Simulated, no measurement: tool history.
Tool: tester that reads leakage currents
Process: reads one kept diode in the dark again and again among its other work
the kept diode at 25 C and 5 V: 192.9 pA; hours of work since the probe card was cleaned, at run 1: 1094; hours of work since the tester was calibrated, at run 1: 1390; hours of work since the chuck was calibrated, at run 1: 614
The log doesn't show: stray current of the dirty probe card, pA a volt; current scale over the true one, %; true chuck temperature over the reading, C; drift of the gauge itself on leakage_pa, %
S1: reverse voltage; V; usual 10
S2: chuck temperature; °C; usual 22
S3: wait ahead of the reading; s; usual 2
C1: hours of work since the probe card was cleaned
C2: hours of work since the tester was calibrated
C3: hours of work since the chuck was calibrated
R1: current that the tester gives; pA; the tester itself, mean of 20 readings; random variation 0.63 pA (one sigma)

run	hour	S1	S2	S3	C1	C2	C3	R1
1	0	10	22	2	1094	1390	614	219.58
2	58.7	10	22	2	1118	1413	638	219.21
3	156.5	10	22	2	1157	1453	677	219.82
4	264.2	11.6	22	2	1200	1496	720	236.99
5	313.2	2.5	22	2	1220	1515	740	118.83
6	367.5	2.5	22	2	1242	1537	761	119
7	458.3	10	22	0.31	1278	1573	798	223.78
8	509.5	10	22	0.31	1298	1594	818	224.68
9	584.8	1.4	22	2	1329	1624	848	92.42
10	661.8	1.4	22	2	1359	1655	879	92.18
11	730.7	10	28	2	1387	1682	907	346.56
12	837.5	10	28	2	1430	1725	950	344.41
13	939.1	10	28	2	1470	1766	990	342.31
14	1005.3	10	22	2	1497	1792	1017	223.12
15	1085	10	22	2	1529	1824	1049	224.12
16	1130	10	22	2	1547	1842	1067	225.14
17	1205.3	10	52	2	1577	1872	1097	1679.14
18	1255.2	10	52	0.48	1597	1892	1117	1684.53
19	1329.2	10	52	0.48	1626	1922	1146	1692.19
20	1417.2	1	52	0.48	1662	1957	1182	608.5
21	1470.9	1	52	0.48	1683	1979	1203	607.98
22	1572.4	10	38	1.28	1724	2019	1244	698.36
23	1678.6	16.6	22	1.1	1766	2062	1286	286.44
24	1764.8	7.5	40	0.56	1801	2096	1321	698.78
25	1875.1	10	37	4.14	1845	2140	1365	649.07
26	1956.9	10	37	4.14	1878	2173	1398	649.75
27	2011.4	10	22	4.94	1900	2195	1419	227.31
28	2071	13.6	38	0.47	1923	2219	1443	799.31
29	2126.4	8.3	29	8.85	1946	2241	1465	346.85
30	2207.3	8.3	33	8.85	1978	2273	1498	458.4
31	2300	8.3	33	8.85	2015	2311	1535	457.17
32	2379.3	8.3	33	8.85	2047	2342	1567	460.39
33	2481.3	8.3	33	8.85	2088	2383	1608	459.96
34	2533.4	4.9	32	1.58	2108	2404	1628	341.7
35	2632.4	4.9	32	7.66	2148	2444	1668	340.77
36	2692.4	4.9	32	7.66	2172	2468	1692	341.49
37	2740.5	10	24	7.73	2191	2487	1711	266
38	2799.6	10	24	7.73	2215	2511	1735	266.55
39	2864.6	10	24	7.73	2241	2537	1761	267.92
40	2922.8	10	24	7.73	2264	2560	1784	268.24

4 ways to go on from here, each from the tool as it stands after run 40. What would each give?
A	2975	1.9	46	0.31	2285	2581	1805	?
B	2975	16.4	24	7.73	2285	2581	1805	?
C	2975	15.4	56	9.15	2285	2581	1805	?
D	2975	1.2	24	2.47	2285	2581	1805	?

run	R1
A	573.04
B	335.43
C	2661.93
D	104.12
Without the tool's hidden state the same runs would have given:
run	R1
A	534.23
B	304.28
C	2492.21
D	95.55
